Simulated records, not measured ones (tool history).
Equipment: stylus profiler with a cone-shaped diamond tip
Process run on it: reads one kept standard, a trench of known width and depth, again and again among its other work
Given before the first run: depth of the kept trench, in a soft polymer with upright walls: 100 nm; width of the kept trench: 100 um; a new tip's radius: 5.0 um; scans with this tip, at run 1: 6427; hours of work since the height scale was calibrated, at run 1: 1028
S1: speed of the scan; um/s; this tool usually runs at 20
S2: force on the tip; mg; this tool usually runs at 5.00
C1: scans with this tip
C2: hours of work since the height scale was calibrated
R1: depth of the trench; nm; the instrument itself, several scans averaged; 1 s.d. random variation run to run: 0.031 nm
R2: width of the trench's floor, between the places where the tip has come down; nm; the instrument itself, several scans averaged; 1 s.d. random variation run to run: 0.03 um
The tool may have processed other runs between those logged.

| run | hour | S1 | S2 | C1 | C2 | R1 | R2 |
|---|---|---|---|---|---|---|---|
| 1 | 0.0 | 20 | 5.00 | 6427 | 1028 | 101.08 | 97900 |
| 2 | 29.1 | 20 | 5.00 | 6535 | 1046 | 101.11 | 97920 |
| 3 | 49.9 | 20 | 5.00 | 6611 | 1058 | 101.16 | 97970 |
| 4 | 72.8 | 20 | 5.96 | 6696 | 1072 | 101.29 | 97950 |
| 5 | 109.0 | 20 | 5.96 | 6830 | 1093 | 101.39 | 97920 |
| 6 | 149.8 | 12 | 5.00 | 6981 | 1117 | 101.15 | 98020 |
| 7 | 181.2 | 20 | 6.63 | 7097 | 1136 | 101.39 | 97950 |
| 8 | 220.5 | 20 | 6.63 | 7242 | 1159 | 101.39 | 97990 |
| 9 | 265.0 | 20 | 5.00 | 7406 | 1185 | 101.15 | 97910 |
| 10 | 296.9 | 20 | 5.00 | 7524 | 1204 | 101.14 | 97990 |
| 11 | 335.2 | 20 | 5.00 | 7666 | 1227 | 101.12 | 97970 |
| 12 | 379.8 | 20 | 5.00 | 7831 | 1253 | 101.13 | 97950 |
| 13 | 409.4 | 20 | 5.00 | 7940 | 1271 | 101.16 | 97950 |
| 14 | 435.7 | 20 | 5.00 | 8037 | 1286 | 101.18 | 97950 |
| 15 | 459.1 | 20 | 5.00 | 8124 | 1300 | 101.20 | 97910 |
| 16 | 479.4 | 20 | 8.96 | 8199 | 1312 | 101.67 | 97940 |
| 17 | 510.6 | 20 | 8.96 | 8314 | 1330 | 101.69 | 97920 |
| 18 | 533.1 | 20 | 8.96 | 8397 | 1344 | 101.59 | 98010 |
| 19 | 564.7 | 20 | 1.74 | 8514 | 1362 | 100.58 | 97980 |
| 20 | 597.2 | 20 | 1.74 | 8634 | 1382 | 100.53 | 97900 |
| 21 | 616.8 | 5 | 5.00 | 8707 | 1393 | 101.11 | 97940 |
| 22 | 659.7 | 54 | 5.00 | 8865 | 1419 | 101.10 | 97870 |
| 23 | 680.6 | 20 | 2.03 | 8942 | 1431 | 100.61 | 97880 |
| 24 | 718.9 | 20 | 7.15 | 9084 | 1454 | 101.49 | 97950 |
| 25 | 744.9 | 31 | 7.15 | 9180 | 1469 | 101.39 | 97940 |
| 26 | 790.6 | 14 | 3.19 | 9349 | 1496 | 100.80 | 97940 |
| 27 | 821.9 | 7 | 14.55 | 9465 | 1515 | 102.27 | 97970 |
| 28 | 856.0 | 7 | 14.55 | 9591 | 1535 | 102.29 | 97990 |
| 29 | 890.1 | 10 | 1.75 | 9717 | 1555 | 100.53 | 97920 |
| 30 | 912.2 | 12 | 5.14 | 9798 | 1568 | 101.15 | 97980 |
| 31 | 943.4 | 12 | 5.14 | 9914 | 1586 | 101.09 | 97980 |
| 32 | 963.5 | 12 | 5.14 | 9988 | 1598 | 101.06 | 97940 |
| 33 | 988.4 | 52 | 8.94 | 10080 | 1613 | 101.65 | 97950 |
| 34 | 1022.6 | 18 | 7.89 | 10206 | 1633 | 101.54 | 97920 |
| 35 | 1044.6 | 47 | 2.45 | 10288 | 1646 | 100.65 | 97820 |
| 36 | 1088.9 | 47 | 2.45 | 10451 | 1672 | 100.73 | 97790 |
| 37 | 1130.2 | 22 | 11.68 | 10604 | 1697 | 101.95 | 97920 |
| 38 | 1152.8 | 13 | 7.66 | 10688 | 1710 | 101.52 | 97950 |
| 39 | 1178.3 | 13 | 7.66 | 10782 | 1725 | 101.53 | 97980 |
| 40 | 1219.1 | 13 | 7.66 | 10933 | 1749 | 101.50 | 97960 |
| 41 | 1266.6 | 36 | 6.22 | 11108 | 1778 | 101.29 | 97840 |
| 42 | 1303.7 | 36 | 3.84 | 11245 | 1800 | 100.95 | 97910 |
| 43 | 1351.3 | 12 | 9.83 | 11421 | 1828 | 101.77 | 97960 |
| 44 | 1381.9 | 42 | 11.38 | 11534 | 1846 | 101.94 | 97940 |

What will run 45 give?
|  | 1411.3 | new tip fitted, height scale calibrated |
| 45 | 1430.3 | 8 | 9.12 | 70 | 11 | ? | ? |

Run 45 gave R1 101.73 nm, R2 97990 nm.
On a tool with no hidden condition, and with the same random variation, this run would have come out at R1 101.73 nm, R2 97990 nm.

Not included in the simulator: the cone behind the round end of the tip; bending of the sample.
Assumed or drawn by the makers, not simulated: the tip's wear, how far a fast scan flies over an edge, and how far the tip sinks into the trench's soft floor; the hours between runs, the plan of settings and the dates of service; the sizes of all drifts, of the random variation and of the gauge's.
